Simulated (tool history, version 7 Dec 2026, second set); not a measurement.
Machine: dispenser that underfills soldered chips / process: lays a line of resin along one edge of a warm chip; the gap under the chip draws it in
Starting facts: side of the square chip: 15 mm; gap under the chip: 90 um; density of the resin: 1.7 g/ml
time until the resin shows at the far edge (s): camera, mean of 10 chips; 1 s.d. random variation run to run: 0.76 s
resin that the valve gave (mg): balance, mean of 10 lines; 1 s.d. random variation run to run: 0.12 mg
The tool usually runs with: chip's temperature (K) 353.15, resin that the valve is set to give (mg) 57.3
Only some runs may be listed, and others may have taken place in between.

run,hour,chip's temperature (K),resin that the valve is set to give (mg),time until the resin shows at the far edge (s),resin that the valve gave (mg)
1,0,353.15,57.3,72.4,56.01
2,4.5,348.15,57.3,106.4,55.95
# hour 8: new syringe of resin
# hour 9.4: dispensing valve cleaned and set on the balance
3,10.4,348.15,57.3,88.7,57.19
4,13.4,353.15,57.3,81.2,57.37
5,16.1,353.15,58.5,89.7,58.43
# hour 18.5: new syringe of resin
6,20.2,367.15,57.3,46.5,57.46
7,23.3,367.15,57.3,52.4,57.33
# hour 27.8: new syringe of resin
8,28.3,367.15,57.3,44.7,57.18
9,32.5,367.15,57.3,52.3,56.97
10,35.8,353.15,63.1,91.2,62.97
# hour 37.2: new syringe of resin
11,39.8,353.15,55.2,76.9,55
12,44.5,340.15,57.3,144.2,56.8
# hour 46.5: new syringe of resin
13,47.6,340.15,57.3,116.8,57.01
14,49.7,340.15,57.3,126.3,56.74
15,52,339.15,57.3,143.1,56.84
16,54.3,339.15,57.3,154.8,56.7
# hour 55.9: new syringe of resin
17,57.4,339.15,49.1,130.7,48.66
18,61,339.15,49.1,147.6,48.7
19,64.5,355.15,65.5,92.5,65.05
# hour 65.2: new syringe of resin
20,68.4,357.15,54,68.8,53.2
21,71.9,365.15,56.5,60.2,56.15
# hour 74.5: new syringe of resin
22,75.5,351.15,66.4,77.2,65.63
23,78.6,351.15,66.4,84.8,65.77
24,81.9,350.15,59.3,99,58.53
# hour 84.1: new syringe of resin
25,86,359.15,61.2,62.7,60.4
26,89,338.15,63.7,144.1,62.66
27,91.8,338.15,63.7,159.6,62.95
# hour 93.7: new syringe of resin
28,96.2,353.15,52.2,76.7,51.53
29,100.9,353.15,53.3,92,52.42
# hour 103: new syringe of resin
30,104.2,363.15,62,52.8,60.82
31,107,353.15,54.1,82.9,52.89
32,111.3,368.15,61.2,58.9,59.97
# hour 112.3: new syringe of resin
33,116.1,358.15,69.1,68.4,67.49
34,119.5,358.15,69.3,77.2,67.83
# hour 121.6: new syringe of resin
35,122.1,354.15,59.7,69.4,58.36
# hour 127.2: dispensing valve cleaned and set on the balance
36,127.7,346.15,63.6,106.3,63.47

What if the next run were any one of these 3? Each begins from the tool's condition after run 36:
A,131.4,349.15,57.9,?,?
B,131.4,353.15,60.1,?,?
C,131.4,345.15,69,?,?

run,time until the resin shows at the far edge (s),resin that the valve gave (mg)
A,111.9,57.88
B,98,60
C,129.4,68.97
With no hidden state in the tool, these same runs would have given:
run,time until the resin shows at the far edge (s),resin that the valve gave (mg)
A,79.7,58.01
B,70,60.14
C,92.2,69.13

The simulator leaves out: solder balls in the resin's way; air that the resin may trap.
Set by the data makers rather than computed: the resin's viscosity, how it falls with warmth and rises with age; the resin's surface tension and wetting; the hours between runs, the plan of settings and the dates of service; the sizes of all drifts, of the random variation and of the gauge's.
